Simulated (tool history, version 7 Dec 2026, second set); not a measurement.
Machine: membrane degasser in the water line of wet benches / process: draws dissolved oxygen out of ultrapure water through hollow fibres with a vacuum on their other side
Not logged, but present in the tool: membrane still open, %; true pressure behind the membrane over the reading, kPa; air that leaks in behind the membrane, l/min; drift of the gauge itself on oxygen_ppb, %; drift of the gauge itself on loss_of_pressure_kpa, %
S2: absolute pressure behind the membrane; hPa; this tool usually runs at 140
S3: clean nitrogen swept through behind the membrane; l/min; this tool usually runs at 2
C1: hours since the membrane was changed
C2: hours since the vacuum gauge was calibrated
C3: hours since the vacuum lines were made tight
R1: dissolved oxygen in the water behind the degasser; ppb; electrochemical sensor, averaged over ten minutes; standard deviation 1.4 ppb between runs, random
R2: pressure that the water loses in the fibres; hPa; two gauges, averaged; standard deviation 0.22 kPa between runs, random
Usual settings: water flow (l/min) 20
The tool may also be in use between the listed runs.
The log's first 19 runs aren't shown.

Run 20, hour 1376.1: usual settings but S2 99 hPa, S3 0.89 l/min; C1 3878; C2 460; C3 721. Result: R1 346.7 ppb, R2 577.2 hPa.
Run 21, hour 1475.9: usual settings but S2 268 hPa, S3 5.35 l/min; C1 3978; C2 560; C3 821. Result: R1 238.5 ppb, R2 577.6 hPa.
Run 22, hour 1550.8: usual settings but water flow (l/min) 30; C1 4053; C2 635; C3 896. Result: R1 502.9 ppb, R2 869 hPa.
Run 23, hour 1597: usual settings but water flow (l/min) 30, S2 119 hPa; C1 4099; C2 681; C3 942. Result: R1 437.6 ppb, R2 870.5 hPa.
Run 24, hour 1652.7: usual settings but water flow (l/min) 30, S2 119 hPa; C1 4155; C2 737; C3 997. Result: R1 438.8 ppb, R2 867 hPa.
Run 25, hour 1753.2: usual settings but water flow (l/min) 30, S2 119 hPa; C1 4255; C2 837; C3 1098. Result: R1 438 ppb, R2 870.1 hPa.
Run 26, hour 1854.2: usual settings but water flow (l/min) 30, S2 252 hPa, S3 1.46 l/min; C1 4356; C2 938; C3 1199. Result: R1 1037.9 ppb, R2 875.4 hPa.
Run 27, hour 1915.5: usual settings but water flow (l/min) 30, S2 252 hPa, S3 1.46 l/min; C1 4418; C2 1000; C3 1260. Result: R1 1038.2 ppb, R2 872.4 hPa.
Run 28, hour 2013.9: usual settings but S2 230 hPa, S3 1.47 l/min; C1 4516; C2 1098; C3 1359. Result: R1 607.6 ppb, R2 580.2 hPa.
Run 29, hour 2082.8: usual settings but water flow (l/min) 31, S2 126 hPa, S3 4.44 l/min; C1 4585; C2 1167; C3 1428. Result: R1 331.9 ppb, R2 899.9 hPa.
Run 30, hour 2129.2: usual settings but S2 334 hPa, S3 1.38 l/min; C1 4631; C2 1213; C3 1474. Result: R1 928.2 ppb, R2 583.2 hPa.
Run 31, hour 2189.1: usual settings but S2 159 hPa, S3 1.87 l/min; C1 4691; C2 1273; C3 1534. Result: R1 340.6 ppb, R2 583.6 hPa.

3 ways to go on from here, each from the tool as it stands after run 31. What would each give?
Run A, hour 2239.6: usual settings but water flow (l/min) 22, S2 113 hPa, S3 3.71 l/min; C1 4742; C2 1324; C3 1584. Result: R1 ?, R2 ?.
Run B, hour 2239.6: usual settings but water flow (l/min) 31, S2 168 hPa, S3 1.87 l/min; C1 4742; C2 1324; C3 1584. Result: R1 ?, R2 ?.
Run C, hour 2239.6: usual settings but S2 316 hPa; C1 4742; C2 1324; C3 1584. Result: R1 ?, R2 ?.

run     R1     R2
  A    162  641.3
  B  654.9  902.3
  C  650.3  585.4
The same runs, with their run-to-run variation unchanged, on a tool lacking any hidden condition would have given:
run     R1     R2
  A  147.5  601.9
  B  615.6  846.8
  C  638.6  549.5
